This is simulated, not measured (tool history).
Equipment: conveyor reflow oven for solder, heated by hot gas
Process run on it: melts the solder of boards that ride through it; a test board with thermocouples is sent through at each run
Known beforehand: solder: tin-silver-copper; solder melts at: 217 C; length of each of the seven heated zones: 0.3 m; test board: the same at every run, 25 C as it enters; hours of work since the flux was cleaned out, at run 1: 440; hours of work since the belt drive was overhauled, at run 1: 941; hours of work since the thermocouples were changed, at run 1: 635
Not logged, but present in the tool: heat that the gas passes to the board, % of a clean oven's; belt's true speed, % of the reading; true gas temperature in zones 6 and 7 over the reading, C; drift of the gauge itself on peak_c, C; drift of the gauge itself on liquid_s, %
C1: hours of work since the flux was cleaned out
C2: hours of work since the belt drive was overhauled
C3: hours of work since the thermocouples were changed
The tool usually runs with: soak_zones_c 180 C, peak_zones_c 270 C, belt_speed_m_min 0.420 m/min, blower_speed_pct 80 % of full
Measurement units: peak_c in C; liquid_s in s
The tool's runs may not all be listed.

Run 1, hour 0.0: usual settings; C1 440; C2 941; C3 635. Result: peak_c 257.3 C, liquid_s 72.0 s.
Run 2, hour 29.6: usual settings but blower_speed_pct 89 % of full; C1 457; C2 958; C3 653. Result: peak_c 258.6 C, liquid_s 74.0 s.
At hour 47.7: belt drive overhauled, speed set with a stopwatch.
Run 3, hour 60.0: usual settings; C1 472; C2 7; C3 668. Result: peak_c 256.4 C, liquid_s 69.7 s.
At hour 104.3: flux residue cleaned out of gas plates and filters.
Run 4, hour 104.9: usual settings but belt_speed_m_min 0.391 m/min; C1 0; C2 30; C3 691. Result: peak_c 260.0 C, liquid_s 78.3 s.
Run 5, hour 128.4: usual settings but belt_speed_m_min 0.370 m/min; C1 14; C2 44; C3 705. Result: peak_c 261.4 C, liquid_s 84.2 s.
Run 6, hour 152.6: usual settings but belt_speed_m_min 0.370 m/min, blower_speed_pct 57 % of full; C1 28; C2 58; C3 719. Result: peak_c 255.9 C, liquid_s 78.8 s.
Run 7, hour 199.6: usual settings; C1 55; C2 85; C3 746. Result: peak_c 257.7 C, liquid_s 71.3 s.
Run 8, hour 252.0: usual settings; C1 85; C2 115; C3 776. Result: peak_c 257.7 C, liquid_s 70.8 s.
Run 9, hour 306.3: usual settings; C1 117; C2 147; C3 808. Result: peak_c 257.3 C, liquid_s 71.3 s.
Run 10, hour 353.6: usual settings; C1 144; C2 174; C3 835. Result: peak_c 257.7 C, liquid_s 71.3 s.
Run 11, hour 379.2: usual settings; C1 159; C2 189; C3 850. Result: peak_c 257.7 C, liquid_s 71.7 s.
Run 12, hour 428.1: usual settings but soak_zones_c 183 C, blower_speed_pct 70 % of full; C1 187; C2 217; C3 878. Result: peak_c 256.0 C, liquid_s 70.3 s.
Run 13, hour 483.0: usual settings but soak_zones_c 183 C, peak_zones_c 267 C, blower_speed_pct 70 % of full; C1 219; C2 249; C3 910. Result: peak_c 253.1 C, liquid_s 68.8 s.
Run 14, hour 533.4: usual settings but soak_zones_c 183 C, peak_zones_c 267 C, belt_speed_m_min 0.378 m/min, blower_speed_pct 70 % of full; C1 248; C2 278; C3 939. Result: peak_c 256.1 C, liquid_s 79.7 s.
Run 15, hour 576.4: usual settings but soak_zones_c 183 C, peak_zones_c 281 C, belt_speed_m_min 0.431 m/min, blower_speed_pct 55 % of full; C1 273; C2 303; C3 964. Result: peak_c 259.4 C, liquid_s 70.4 s.
Run 16, hour 607.5: usual settings but soak_zones_c 171 C, peak_zones_c 266 C, belt_speed_m_min 0.451 m/min, blower_speed_pct 76 % of full; C1 291; C2 321; C3 982. Result: peak_c 249.3 C, liquid_s 56.1 s.
Run 17, hour 663.0: usual settings but soak_zones_c 193 C, peak_zones_c 265 C, belt_speed_m_min 0.451 m/min, blower_speed_pct 76 % of full; C1 323; C2 353; C3 1014. Result: peak_c 252.5 C, liquid_s 68.3 s.
Run 18, hour 710.8: usual settings but soak_zones_c 193 C, peak_zones_c 265 C, belt_speed_m_min 0.451 m/min, blower_speed_pct 76 % of full; C1 351; C2 381; C3 1042. Result: peak_c 252.9 C, liquid_s 68.7 s.
Run 19, hour 751.7: usual settings but soak_zones_c 193 C, peak_zones_c 265 C, belt_speed_m_min 0.451 m/min, blower_speed_pct 76 % of full; C1 375; C2 405; C3 1065. Result: peak_c 252.4 C, liquid_s 68.9 s.
Run 20, hour 782.4: usual settings but soak_zones_c 169 C, belt_speed_m_min 0.396 m/min, blower_speed_pct 53 % of full; C1 392; C2 422; C3 1083. Result: peak_c 249.8 C, liquid_s 62.8 s.
Run 21, hour 807.6: usual settings but soak_zones_c 191 C, peak_zones_c 285 C, belt_speed_m_min 0.479 m/min, blower_speed_pct 85 % of full; C1 407; C2 437; C3 1098. Result: peak_c 269.3 C, liquid_s 72.5 s.
Run 22, hour 833.1: usual settings but soak_zones_c 188 C, peak_zones_c 262 C, belt_speed_m_min 0.387 m/min, blower_speed_pct 75 % of full; C1 422; C2 452; C3 1112. Result: peak_c 253.0 C, liquid_s 78.5 s.

What if the next run were any one of these 4? Each begins from the tool's condition after run 22:
Run A, hour 882.9: usual settings but soak_zones_c 188 C, peak_zones_c 262 C, belt_speed_m_min 0.381 m/min, blower_speed_pct 75 % of full; C1 451; C2 481; C3 1141. Result: peak_c ?, liquid_s ?.
Run B, hour 882.9: usual settings but soak_zones_c 192 C, blower_speed_pct 85 % of full; C1 451; C2 481; C3 1141. Result: peak_c ?, liquid_s ?.
Run C, hour 882.9: usual settings but soak_zones_c 188 C, peak_zones_c 262 C, belt_speed_m_min 0.470 m/min, blower_speed_pct 68 % of full; C1 451; C2 481; C3 1141. Result: peak_c ?, liquid_s ?.
Run D, hour 882.9: usual settings but soak_zones_c 192 C, peak_zones_c 262 C, belt_speed_m_min 0.387 m/min, blower_speed_pct 75 % of full; C1 451; C2 481; C3 1141. Result: peak_c ?, liquid_s ?.

run  peak_c  liquid_s
  A   253.5      80.5
  B   260.2      79.1
  C   246.0      57.3
  D   253.4      81.8
The same runs, with their run-to-run variation unchanged, on a tool lacking any hidden condition would have given:
run  peak_c  liquid_s
  A   252.5      79.2
  B   259.5      77.9
  C   245.5      56.7
  D   252.5      80.4

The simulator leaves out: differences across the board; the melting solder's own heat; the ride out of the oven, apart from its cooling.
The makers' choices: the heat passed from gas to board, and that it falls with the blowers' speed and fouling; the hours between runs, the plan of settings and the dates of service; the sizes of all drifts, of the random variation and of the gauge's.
